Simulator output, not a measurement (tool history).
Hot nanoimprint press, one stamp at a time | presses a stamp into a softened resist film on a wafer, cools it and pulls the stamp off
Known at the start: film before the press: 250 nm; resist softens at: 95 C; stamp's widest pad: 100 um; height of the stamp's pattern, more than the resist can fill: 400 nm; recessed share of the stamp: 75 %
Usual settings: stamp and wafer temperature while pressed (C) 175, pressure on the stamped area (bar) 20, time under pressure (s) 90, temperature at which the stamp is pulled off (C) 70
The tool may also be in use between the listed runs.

run	hour	stamp and wafer temperature while pressed (C)	pressure on the stamped area (bar)	time under pressure (s)	temperature at which the stamp is pulled off (C)	resist left under the stamp's widest pad (angstrom)	greatest force while the stamp is pulled off (N)
1	0	175	20	90	70	1119	89.8
2	24	175	20	71	70	1211	89.4
3	69.9	175	20	71	70	1222	90.6
4	112.6	175	20	71	70	1217	90.8
5	155.5	175	20	90	70	1111	91.1
6	198.2	175	20	90	70	1112	92.3
# hour 239.2: stamp cleaned and given a new release coat
7	251.6	175	20	90	70	1107	88.9
8	293	175	20	90	65	1109	99.7
9	312.7	175	20	90	65	1112	100.3
10	344.1	175	20	90	70	1096	90.1
11	371.4	175	20	90	70	1099	90
12	391.5	175	20	90	70	1104	90.3
13	426.5	175	20	46	70	1382	91.1
14	467.7	175	20	90	69	1104	94.2
# hour 472.8: plate thermocouple calibrated
# hour 481.5: stamp cleaned and given a new release coat
15	500.1	175	20	90	69	1089	89.7
16	542.7	163	13.5	124	57	1540	114.8
17	562.5	163	13.5	124	57	1552	115.2
18	598.2	175	20	90	62	1087	105.1
# hour 621.2: plate thermocouple calibrated, once more
19	623.4	175	20	176	72	879	89
20	657.9	175	14.3	54	72	1554	89.7
21	685.3	175	20	62	64	1294	105.5
22	714.1	175	20	62	64	1293	106.9
# hour 723.6: stamp cleaned and given a new release coat
23	759.7	175	13.6	50	73	1611	84.5
24	800.4	175	20	110	70	1048	90.5
25	830.1	175	23.7	64	59	1166	114.8
26	855.2	175	23.7	64	59	1166	114.5
27	892.5	175	16.1	90	74	1233	83.4
28	916.2	169	15	63	62	1632	110.1
# hour 961.9: stamp cleaned and given a new release coat
29	961.9	187	15	63	62	1126	105.7

4 ways to go on from here, each from the tool as it stands after run 29. What would each give?
A	1006.6	177	27.4	47	62	?	?
B	1006.6	175	27	47	63	?	?
C	1006.6	174	20	144	70	?	?
D	1006.6	174	20	173	55	?	?

run	resist left under the stamp's widest pad (angstrom)	greatest force while the stamp is pulled off (N)
A	1144	106.1
B	1216	104.2
C	967	90.2
D	903	119.6
Without the tool's hidden state the same runs would have given:
run	resist left under the stamp's widest pad (angstrom)	greatest force while the stamp is pulled off (N)
A	1152	106.4
B	1224	104.5
C	976	90.6
D	912	119.7
